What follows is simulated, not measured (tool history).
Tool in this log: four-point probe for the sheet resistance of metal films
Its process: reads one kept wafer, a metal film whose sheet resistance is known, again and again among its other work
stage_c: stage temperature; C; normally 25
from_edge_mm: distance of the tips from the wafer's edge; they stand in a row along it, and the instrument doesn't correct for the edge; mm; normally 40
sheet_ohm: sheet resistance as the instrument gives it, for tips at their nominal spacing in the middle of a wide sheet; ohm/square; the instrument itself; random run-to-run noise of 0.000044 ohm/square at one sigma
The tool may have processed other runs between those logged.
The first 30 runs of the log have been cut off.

| run | hour | stage_c | from_edge_mm | touches since the probe head was changed | hours of work since the stage's thermometer was calibrated | sheet_ohm |
|---|---|---|---|---|---|---|
| 31 | 1661.1 | 24 | 35 | 183959 | 666 | 0.224438 |
| 32 | 1705.6 | 28 | 35 | 186010 | 699 | 0.223622 |
| 33 | 1777.9 | 25 | 4 | 189345 | 754 | 0.227299 |
| 34 | 1833.0 | 20 | 10 | 191882 | 796 | 0.225962 |
|  | 1858.6 | new probe head fitted |
| 35 | 1889.4 | 18 | 22 | 1420 | 838 | 0.224441 |
| 36 | 1965.9 | 20 | 22 | 4948 | 896 | 0.224082 |
| 37 | 2005.4 | 22 | 41 | 6766 | 926 | 0.223583 |
| 38 | 2048.9 | 18 | 5 | 8775 | 959 | 0.226303 |
| 39 | 2098.4 | 32 | 53 | 11054 | 996 | 0.221309 |
| 40 | 2140.0 | 32 | 53 | 12974 | 1028 | 0.221291 |
| 41 | 2178.1 | 28 | 45 | 14730 | 1057 | 0.222245 |
| 42 | 2241.2 | 28 | 40 | 17641 | 1105 | 0.222338 |

Consider 4 possible next runs. They are alternatives, not a sequence: every one starts from the tool as it was left by run 42. What does each give?
| A | 2309.2 | 21 | 6 | 20773 | 1156 | ? |
| B | 2309.2 | 19 | 58 | 20773 | 1156 | ? |
| C | 2309.2 | 22 | 33 | 20773 | 1156 | ? |
| D | 2309.2 | 20 | 4 | 20773 | 1156 | ? |

| run | sheet_ohm |
|---|---|
| A | 0.225268 |
| B | 0.224264 |
| C | 0.223665 |
| D | 0.227087 |
The same runs, with their run-to-run variation unchanged, on a tool lacking any hidden condition would have given:
| run | sheet_ohm |
|---|---|
| A | 0.224794 |
| B | 0.223791 |
| C | 0.223194 |
| D | 0.226608 |

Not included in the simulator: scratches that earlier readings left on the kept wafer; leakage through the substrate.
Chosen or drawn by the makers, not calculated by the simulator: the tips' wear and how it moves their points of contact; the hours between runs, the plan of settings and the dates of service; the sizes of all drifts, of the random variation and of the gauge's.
